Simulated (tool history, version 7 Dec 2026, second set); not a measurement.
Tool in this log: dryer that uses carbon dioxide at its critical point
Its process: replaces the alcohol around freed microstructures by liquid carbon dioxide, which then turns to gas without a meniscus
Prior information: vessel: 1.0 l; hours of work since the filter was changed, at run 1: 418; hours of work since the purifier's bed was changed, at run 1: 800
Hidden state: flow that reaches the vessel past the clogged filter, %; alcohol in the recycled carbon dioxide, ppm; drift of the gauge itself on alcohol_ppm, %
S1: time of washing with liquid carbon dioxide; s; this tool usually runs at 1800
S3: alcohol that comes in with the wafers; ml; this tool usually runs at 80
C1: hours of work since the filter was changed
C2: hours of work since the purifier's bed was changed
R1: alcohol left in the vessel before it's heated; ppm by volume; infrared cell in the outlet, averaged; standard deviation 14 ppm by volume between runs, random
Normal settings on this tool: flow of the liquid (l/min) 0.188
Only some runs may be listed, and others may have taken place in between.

{"run": 1, "hour": 0.0, "S1": 1800, "flow of the liquid (l/min)": 0.188, "S3": 80, "C1": 418, "C2": 800, "R1": 1294}
{"run": 2, "hour": 26.7, "S1": 1800, "flow of the liquid (l/min)": 0.188, "S3": 80, "C1": 435, "C2": 816, "R1": 1331}
{"run": 3, "hour": 64.3, "S1": 1800, "flow of the liquid (l/min)": 0.188, "S3": 80, "C1": 459, "C2": 840, "R1": 1360}
{"run": 4, "hour": 103.5, "S1": 1800, "flow of the liquid (l/min)": 0.119, "S3": 80, "C1": 483, "C2": 864, "R1": 6549}
{"run": 5, "hour": 151.2, "S1": 1800, "flow of the liquid (l/min)": 0.119, "S3": 80, "C1": 513, "C2": 894, "R1": 6431}
{"run": 6, "hour": 176.2, "S1": 1800, "flow of the liquid (l/min)": 0.188, "S3": 51, "C1": 529, "C2": 910, "R1": 933}
{"hour": 220.4, "done": "inlet filter changed"}
{"run": 7, "hour": 220.4, "S1": 1800, "flow of the liquid (l/min)": 0.188, "S3": 80, "C1": 0, "C2": 937, "R1": 936}
{"run": 8, "hour": 269.3, "S1": 1800, "flow of the liquid (l/min)": 0.188, "S3": 61, "C1": 31, "C2": 968, "R1": 760}
{"run": 9, "hour": 301.1, "S1": 1800, "flow of the liquid (l/min)": 0.188, "S3": 28, "C1": 51, "C2": 988, "R1": 426}
{"run": 10, "hour": 351.5, "S1": 1800, "flow of the liquid (l/min)": 0.154, "S3": 28, "C1": 82, "C2": 1019, "R1": 872}
{"run": 11, "hour": 383.4, "S1": 1260, "flow of the liquid (l/min)": 0.188, "S3": 80, "C1": 102, "C2": 1039, "R1": 3677}
{"run": 12, "hour": 414.4, "S1": 1800, "flow of the liquid (l/min)": 0.188, "S3": 80, "C1": 122, "C2": 1059, "R1": 1083}
{"run": 13, "hour": 444.0, "S1": 1800, "flow of the liquid (l/min)": 0.188, "S3": 80, "C1": 140, "C2": 1077, "R1": 1058}
{"run": 14, "hour": 494.7, "S1": 1800, "flow of the liquid (l/min)": 0.188, "S3": 80, "C1": 172, "C2": 1109, "R1": 1089}
{"run": 15, "hour": 526.8, "S1": 1800, "flow of the liquid (l/min)": 0.188, "S3": 80, "C1": 192, "C2": 1129, "R1": 1100}
{"run": 16, "hour": 555.8, "S1": 1740, "flow of the liquid (l/min)": 0.188, "S3": 80, "C1": 210, "C2": 1147, "R1": 1348}
{"run": 17, "hour": 605.0, "S1": 1740, "flow of the liquid (l/min)": 0.188, "S3": 80, "C1": 241, "C2": 1178, "R1": 1343}
{"run": 18, "hour": 640.1, "S1": 1800, "flow of the liquid (l/min)": 0.188, "S3": 63, "C1": 263, "C2": 1200, "R1": 987}
{"run": 19, "hour": 672.7, "S1": 1800, "flow of the liquid (l/min)": 0.188, "S3": 63, "C1": 283, "C2": 1220, "R1": 1000}
{"run": 20, "hour": 712.7, "S1": 1800, "flow of the liquid (l/min)": 0.188, "S3": 80, "C1": 308, "C2": 1246, "R1": 1263}
{"run": 21, "hour": 762.8, "S1": 1800, "flow of the liquid (l/min)": 0.188, "S3": 80, "C1": 340, "C2": 1277, "R1": 1268}
{"run": 22, "hour": 814.1, "S1": 1800, "flow of the liquid (l/min)": 0.188, "S3": 80, "C1": 372, "C2": 1309, "R1": 1339}
{"hour": 824.8, "done": "purifier's bed changed"}
{"run": 23, "hour": 856.0, "S1": 1800, "flow of the liquid (l/min)": 0.188, "S3": 80, "C1": 396, "C2": 20, "R1": 1254}
{"run": 24, "hour": 899.8, "S1": 1800, "flow of the liquid (l/min)": 0.188, "S3": 80, "C1": 424, "C2": 47, "R1": 1282}
{"run": 25, "hour": 932.1, "S1": 1800, "flow of the liquid (l/min)": 0.188, "S3": 80, "C1": 444, "C2": 67, "R1": 1293}
{"run": 26, "hour": 960.2, "S1": 2160, "flow of the liquid (l/min)": 0.3, "S3": 64, "C1": 462, "C2": 85, "R1": 36}
{"run": 27, "hour": 1008.5, "S1": 2160, "flow of the liquid (l/min)": 0.3, "S3": 64, "C1": 492, "C2": 115, "R1": 41}
{"run": 28, "hour": 1031.4, "S1": 2040, "flow of the liquid (l/min)": 0.14, "S3": 35, "C1": 506, "C2": 129, "R1": 1191}
{"run": 29, "hour": 1065.2, "S1": 2040, "flow of the liquid (l/min)": 0.14, "S3": 35, "C1": 527, "C2": 151, "R1": 1194}
{"hour": 1109.0, "done": "inlet filter changed"}
{"run": 30, "hour": 1114.3, "S1": 2040, "flow of the liquid (l/min)": 0.14, "S3": 51, "C1": 3, "C2": 181, "R1": 1191}
{"run": 31, "hour": 1156.0, "S1": 2040, "flow of the liquid (l/min)": 0.165, "S3": 21, "C1": 29, "C2": 207, "R1": 272}
{"run": 32, "hour": 1208.5, "S1": 2040, "flow of the liquid (l/min)": 0.188, "S3": 106, "C1": 62, "C2": 240, "R1": 685}
{"run": 33, "hour": 1246.3, "S1": 2040, "flow of the liquid (l/min)": 0.188, "S3": 106, "C1": 86, "C2": 264, "R1": 716}
{"run": 34, "hour": 1287.8, "S1": 2040, "flow of the liquid (l/min)": 0.188, "S3": 106, "C1": 112, "C2": 290, "R1": 724}
{"run": 35, "hour": 1313.4, "S1": 1140, "flow of the liquid (l/min)": 0.197, "S3": 26, "C1": 128, "C2": 306, "R1": 1411}
{"run": 36, "hour": 1342.4, "S1": 2220, "flow of the liquid (l/min)": 0.298, "S3": 80, "C1": 146, "C2": 324, "R1": 51}
{"run": 37, "hour": 1365.9, "S1": 1080, "flow of the liquid (l/min)": 0.152, "S3": 47, "C1": 161, "C2": 338, "R1": 5884}
{"run": 38, "hour": 1415.7, "S1": 1800, "flow of the liquid (l/min)": 0.26, "S3": 80, "C1": 192, "C2": 370, "R1": 218}
{"run": 39, "hour": 1445.1, "S1": 1980, "flow of the liquid (l/min)": 0.188, "S3": 92, "C1": 211, "C2": 388, "R1": 813}
{"run": 40, "hour": 1481.7, "S1": 1560, "flow of the liquid (l/min)": 0.232, "S3": 41, "C1": 234, "C2": 411, "R1": 412}
{"run": 41, "hour": 1522.1, "S1": 1560, "flow of the liquid (l/min)": 0.118, "S3": 63, "C1": 259, "C2": 436, "R1": 6548}
{"run": 42, "hour": 1544.2, "S1": 1140, "flow of the liquid (l/min)": 0.118, "S3": 98, "C1": 273, "C2": 450, "R1": 18557}
{"run": 43, "hour": 1569.6, "S1": 1140, "flow of the liquid (l/min)": 0.118, "S3": 98, "C1": 289, "C2": 466, "R1": 18810}
{"run": 44, "hour": 1615.7, "S1": 2520, "flow of the liquid (l/min)": 0.262, "S3": 98, "C1": 318, "C2": 495, "R1": 71}
{"run": 45, "hour": 1641.9, "S1": 1800, "flow of the liquid (l/min)": 0.188, "S3": 55, "C1": 334, "C2": 511, "R1": 844}
{"run": 46, "hour": 1663.2, "S1": 1800, "flow of the liquid (l/min)": 0.127, "S3": 105, "C1": 347, "C2": 525, "R1": 6545}

Predict each of these 5 candidate next runs independently; none follows another, all start after run 46:
{"run": "A", "hour": 1702.8, "S1": 2700, "flow of the liquid (l/min)": 0.127, "S3": 100, "C1": 372, "C2": 550, "R1": "?"}
{"run": "B", "hour": 1702.8, "S1": 1800, "flow of the liquid (l/min)": 0.249, "S3": 105, "C1": 372, "C2": 550, "R1": "?"}
{"run": "C", "hour": 1702.8, "S1": 1740, "flow of the liquid (l/min)": 0.127, "S3": 111, "C1": 372, "C2": 550, "R1": "?"}
{"run": "D", "hour": 1702.8, "S1": 1800, "flow of the liquid (l/min)": 0.127, "S3": 54, "C1": 372, "C2": 550, "R1": "?"}
{"run": "E", "hour": 1702.8, "S1": 1500, "flow of the liquid (l/min)": 0.122, "S3": 105, "C1": 372, "C2": 550, "R1": "?"}

run=A R1=1618
run=B R1=419
run=C R1=7757
run=D R1=3427
run=E R1=11471
Take away the tool's hidden state, keep each run's random variation, and the runs would have read:
run=A R1=1121
run=B R1=230
run=C R1=6220
run=D R1=2703
run=E R1=9571

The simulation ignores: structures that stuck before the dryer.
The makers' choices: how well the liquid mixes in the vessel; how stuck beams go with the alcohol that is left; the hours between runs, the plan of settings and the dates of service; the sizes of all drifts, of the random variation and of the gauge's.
